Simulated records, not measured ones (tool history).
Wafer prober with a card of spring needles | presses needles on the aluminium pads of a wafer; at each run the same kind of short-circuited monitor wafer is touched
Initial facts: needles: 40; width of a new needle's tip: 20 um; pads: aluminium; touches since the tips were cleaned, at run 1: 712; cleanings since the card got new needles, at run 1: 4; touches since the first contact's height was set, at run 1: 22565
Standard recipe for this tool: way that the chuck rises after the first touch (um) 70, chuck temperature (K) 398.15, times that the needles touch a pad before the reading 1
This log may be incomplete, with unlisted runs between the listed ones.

run,day,way that the chuck rises after the first touch (um),chuck temperature (K),times that the needles touch a pad before the reading,touches since the tips were cleaned,cleanings since the card got new needles,touches since the first contact's height was set,resistance of one needle with its contact and lead (mohm),way that a needle slides on the pad (um)
1,0.000,70,398.15,1,712,4,22565,175,9.63
# day 0.362: tips cleaned on abrasive film
2,0.579,70,398.15,1,2847,5,30138,179,9.65
# day 0.771: tips cleaned on abrasive film
3,0.896,70,398.15,1,1653,6,34308,180,9.66
# day 1.162: tips cleaned on abrasive film
4,1.408,70,398.15,1,3204,7,40983,177,9.69
# day 1.571: tips cleaned on abrasive film
# day 1.979: tips cleaned on abrasive film
5,1.979,70,398.15,1,0,9,48408,179,9.71
# day 2.400: tips cleaned on abrasive film
6,2.521,70,398.15,1,1622,10,55554,176,9.71
# day 2.792: tips cleaned on abrasive film
7,3.067,70,348.15,1,3631,11,62703,166,9.72
# day 3.183: tips cleaned on abrasive film
8,3.558,69,348.15,1,4949,12,69105,169,9.58
# day 3.612: tips cleaned on abrasive film
# day 4.029: tips cleaned on abrasive film
9,4.108,68,299.15,2,1051,14,76268,160,9.46
# day 4.421: tips cleaned on abrasive film
10,4.667,68,299.15,2,3241,15,83621,159,9.48
# day 4.821: tips cleaned on abrasive film
# day 5.229: tips cleaned on abrasive film
11,5.321,68,299.15,3,1218,17,92146,164,9.50
# day 5.625: tips cleaned on abrasive film
12,5.767,58,350.15,3,1853,18,97955,174,8.12
# day 6.038: tips cleaned on abrasive film
13,6.175,60,309.15,1,1840,19,103309,164,8.42
# day 6.458: tips cleaned on abrasive film
14,6.558,70,398.15,2,1316,20,108320,178,9.81
# day 6.858: tips cleaned on abrasive film
15,7.083,70,354.15,3,2974,21,115220,172,9.78

For each entry between runs, how does the tool's hidden state at the last listed run before it compare with that at the first listed run after it?
Between runs 1 and 2: tips cleaned on abrasive film (day 0.362)
  debris on the tips, nm: 0.1 -> 0.4; drift of the gauge itself on scrub_um, %: 0 -> 0.15
  measured minus no-state result, way that a needle slides on the pad (um): +0.00 -> +0.01
Between runs 2 and 3: tips cleaned on abrasive film (day 0.771)
  debris on the tips, nm: 0.4 -> 0.3; drift of the gauge itself on scrub_um, %: 0.15 -> 0.23
  measured minus no-state result, way that a needle slides on the pad (um): +0.01 -> +0.03
Between runs 3 and 4: tips cleaned on abrasive film (day 1.162)
  debris on the tips, nm: 0.3 -> 0.4; drift of the gauge itself on scrub_um, %: 0.23 -> 0.36
  measured minus no-state result, way that a needle slides on the pad (um): +0.03 -> +0.03
Between runs 4 and 5: tips cleaned on abrasive film (day 1.571); tips cleaned on abrasive film (day 1.979)
  debris on the tips, nm: 0.4 -> 0.1; drift of the gauge itself on scrub_um, %: 0.36 -> 0.51
  measured minus no-state result, way that a needle slides on the pad (um): +0.03 -> +0.05
Between runs 5 and 6: tips cleaned on abrasive film (day 2.400)
  debris on the tips, nm: 0.1 -> 0.3; drift of the gauge itself on scrub_um, %: 0.51 -> 0.65
  measured minus no-state result, way that a needle slides on the pad (um): +0.05 -> +0.06
Between runs 6 and 7: tips cleaned on abrasive film (day 2.792)
  debris on the tips, nm: 0.3 -> 0.4; drift of the gauge itself on scrub_um, %: 0.65 -> 0.79
  measured minus no-state result, way that a needle slides on the pad (um): +0.06 -> +0.07
Between runs 7 and 8: tips cleaned on abrasive film (day 3.183)
  debris on the tips, nm: 0.4 -> 0.5; drift of the gauge itself on scrub_um, %: 0.79 -> 0.92
  measured minus no-state result, way that a needle slides on the pad (um): +0.07 -> +0.09
Between runs 8 and 9: tips cleaned on abrasive film (day 3.612); tips cleaned on abrasive film (day 4.029)
  debris on the tips, nm: 0.5 -> 0.2; drift of the gauge itself on scrub_um, %: 0.92 -> 1.06
  measured minus no-state result, way that a needle slides on the pad (um): +0.09 -> +0.10
Between runs 9 and 10: tips cleaned on abrasive film (day 4.421)
  debris on the tips, nm: 0.2 -> 0.4; drift of the gauge itself on scrub_um, %: 1.06 -> 1.2
  measured minus no-state result, way that a needle slides on the pad (um): +0.10 -> +0.11
Between runs 10 and 11: tips cleaned on abrasive film (day 4.821); tips cleaned on abrasive film (day 5.229)
  debris on the tips, nm: 0.4 -> 0.2; way that the needles fall short of the set height, um: 0 -> 0.01; drift of the gauge itself on scrub_um, %: 1.2 -> 1.37
  measured minus no-state result, way that a needle slides on the pad (um): +0.11 -> +0.13
Between runs 11 and 12: tips cleaned on abrasive film (day 5.625)
  debris on the tips, nm: 0.2 -> 0.3; drift of the gauge itself on scrub_um, %: 1.37 -> 1.49
  measured minus no-state result, way that a needle slides on the pad (um): +0.13 -> +0.12
Between runs 12 and 13: tips cleaned on abrasive film (day 6.038)
  drift of the gauge itself on scrub_um, %: 1.49 -> 1.59
  measured minus no-state result, way that a needle slides on the pad (um): +0.12 -> +0.13
Between runs 13 and 14: tips cleaned on abrasive film (day 6.458)
  drift of the gauge itself on scrub_um, %: 1.59 -> 1.69
  measured minus no-state result, way that a needle slides on the pad (um): +0.13 -> +0.16
Between runs 14 and 15: tips cleaned on abrasive film (day 6.858)
  debris on the tips, nm: 0.3 -> 0.4; drift of the gauge itself on scrub_um, %: 1.69 -> 1.83
  measured minus no-state result, way that a needle slides on the pad (um): +0.16 -> +0.17
